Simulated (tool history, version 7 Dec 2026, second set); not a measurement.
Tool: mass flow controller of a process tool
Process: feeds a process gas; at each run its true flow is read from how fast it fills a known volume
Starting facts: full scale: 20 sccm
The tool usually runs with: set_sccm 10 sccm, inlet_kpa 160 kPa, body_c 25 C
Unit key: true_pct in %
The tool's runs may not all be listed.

| run | hour | set_sccm | inlet_kpa | body_c | true_pct |
|---|---|---|---|---|---|
| 1 | 0 | 10 | 160 | 25 | 99.55 |
| 2 | 380.8 | 10 | 160 | 25 | 99.57 |
|  | 547.9 | controller's zero set anew |
| 3 | 587.4 | 10 | 160 | 25 | 99.38 |
| 4 | 812.2 | 18 | 160 | 25 | 100.05 |
| 5 | 1049.5 | 18 | 160 | 25 | 100.19 |
| 6 | 1327.4 | 18 | 160 | 25 | 100.17 |
| 7 | 1519.8 | 15 | 140 | 36 | 101.16 |
| 8 | 1828.4 | 15 | 140 | 34 | 101.01 |
| 9 | 2144.5 | 2 | 231 | 25 | 98.9 |
| 10 | 2349.6 | 2 | 231 | 25 | 98.92 |

What if the next run were any one of these 3? Each begins from the tool's condition after run 10:
| A | 2625.4 | 10 | 231 | 38 | ? |
| B | 2625.4 | 13 | 226 | 26 | ? |
| C | 2625.4 | 11 | 184 | 22 | ? |

| run | true_pct |
|---|---|
| A | 100.67 |
| B | 99.9 |
| C | 99.53 |
What these runs would have given with no unlogged condition in the tool:
| run | true_pct |
|---|---|
| A | 100.38 |
| B | 99.61 |
| C | 99.23 |

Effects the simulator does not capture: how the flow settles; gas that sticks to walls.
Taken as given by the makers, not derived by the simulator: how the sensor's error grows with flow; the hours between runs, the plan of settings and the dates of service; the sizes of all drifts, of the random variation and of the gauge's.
